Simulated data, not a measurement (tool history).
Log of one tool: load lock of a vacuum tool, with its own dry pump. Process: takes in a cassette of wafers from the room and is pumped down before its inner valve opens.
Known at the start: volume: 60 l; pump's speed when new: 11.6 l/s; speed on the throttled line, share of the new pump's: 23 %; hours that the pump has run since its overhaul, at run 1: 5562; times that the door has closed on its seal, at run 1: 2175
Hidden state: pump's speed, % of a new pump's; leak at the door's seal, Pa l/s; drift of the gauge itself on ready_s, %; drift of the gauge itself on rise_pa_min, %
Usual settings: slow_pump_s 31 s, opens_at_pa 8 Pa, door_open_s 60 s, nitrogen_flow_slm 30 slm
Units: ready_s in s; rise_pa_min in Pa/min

| run | hour | slow_pump_s | opens_at_pa | door_open_s | nitrogen_flow_slm | hours that the pump has run since its overhaul | times that the door has closed on its seal | incoming humidity of the room's air, % | ready_s | rise_pa_min |
|---|---|---|---|---|---|---|---|---|---|---|
| 1 | 0 | 31 | 8 | 60 | 30 | 5562 | 2175 | 47 | 75.4 | 0.035 |
| 2 | 105.2 | 31 | 8 | 60 | 30 | 5667 | 2456 | 44.3 | 76.1 | 0.031 |
| 3 | 210.3 | 31 | 8 | 48 | 30 | 5772 | 2737 | 44.3 | 76.3 | 0.036 |
| 4 | 278.8 | 31 | 8 | 48 | 30 | 5841 | 2920 | 48 | 76.4 | 0.035 |
| 5 | 342.7 | 31 | 14 | 48 | 30 | 5905 | 3090 | 43.2 | 73.7 | 0.03 |
| 6 | 421.1 | 31 | 14 | 48 | 30 | 5983 | 3299 | 40.7 | 73.8 | 0.032 |
| 7 | 499 | 31 | 14 | 48 | 30 | 6061 | 3507 | 45 | 74.1 | 0.036 |
| 8 | 562.7 | 18 | 14 | 48 | 30 | 6125 | 3677 | 41.9 | 63.8 | 0.035 |
| 9 | 637.3 | 18 | 14 | 48 | 30 | 6199 | 3876 | 42.5 | 63.9 | 0.032 |
| 10 | 747.9 | 18 | 14 | 48 | 11 | 6310 | 4172 | 44.5 | 62.8 | 0.05 |
| 11 | 837.7 | 18 | 14 | 48 | 11 | 6400 | 4411 | 46.6 | 63.7 | 0.051 |
| 12 | 919.1 | 18 | 14 | 48 | 11 | 6481 | 4629 | 50.1 | 64.6 | 0.06 |
| 13 | 969.8 | 59 | 14 | 42 | 5 | 6532 | 4764 | 45.9 | 94.1 | 0.053 |
| 14 | 1016.2 | 59 | 14 | 42 | 5 | 6578 | 4888 | 43.7 | 94.6 | 0.057 |
| 15 | 1072.8 | 20 | 14 | 60 | 27 | 6635 | 5039 | 43.1 | 65.6 | 0.045 |
| 16 | 1177.2 | 20 | 14 | 60 | 27 | 6739 | 5317 | 44.9 | 65.7 | 0.05 |
| 17 | 1279.5 | 20 | 14 | 60 | 27 | 6841 | 5591 | 45 | 65.4 | 0.043 |
| 18 | 1375.7 | 28 | 8 | 60 | 7 | 6938 | 5848 | 46 | 75 | 0.061 |
| 19 | 1423.2 | 19 | 11 | 40 | 14 | 6985 | 5974 | 42 | 66.7 | 0.046 |
| 20 | 1470.6 | 31 | 8 | 60 | 27 | 7032 | 6101 | 44.3 | 77.6 | 0.044 |
| 21 | 1572.1 | 31 | 8 | 60 | 27 | 7134 | 6372 | 42.2 | 76.6 | 0.047 |
| 22 | 1655 | 31 | 8 | 51 | 30 | 7217 | 6593 | 44.6 | 77.8 | 0.041 |
| 23 | 1752.3 | 31 | 10 | 97 | 34 | 7314 | 6853 | 48.1 | 76.8 | 0.052 |

3 ways to go on from here, each from the tool as it stands after run 23. What would each give?
| A | 1851 | 31 | 10 | 151 | 34 | 7413 | 7116 | 43.7 | ? | ? |
| B | 1851 | 20 | 10 | 97 | 34 | 7413 | 7116 | 45.2 | ? | ? |
| C | 1851 | 38 | 10 | 97 | 12 | 7413 | 7116 | 44.7 | ? | ? |

| run | ready_s | rise_pa_min |
|---|---|---|
| A | 77 | 0.058 |
| B | 67.4 | 0.05 |
| C | 81.7 | 0.067 |
Without the tool's hidden state the same runs would have given:
| run | ready_s | rise_pa_min |
|---|---|---|
| A | 72.4 | 0.047 |
| B | 62.6 | 0.039 |
| C | 77.3 | 0.057 |
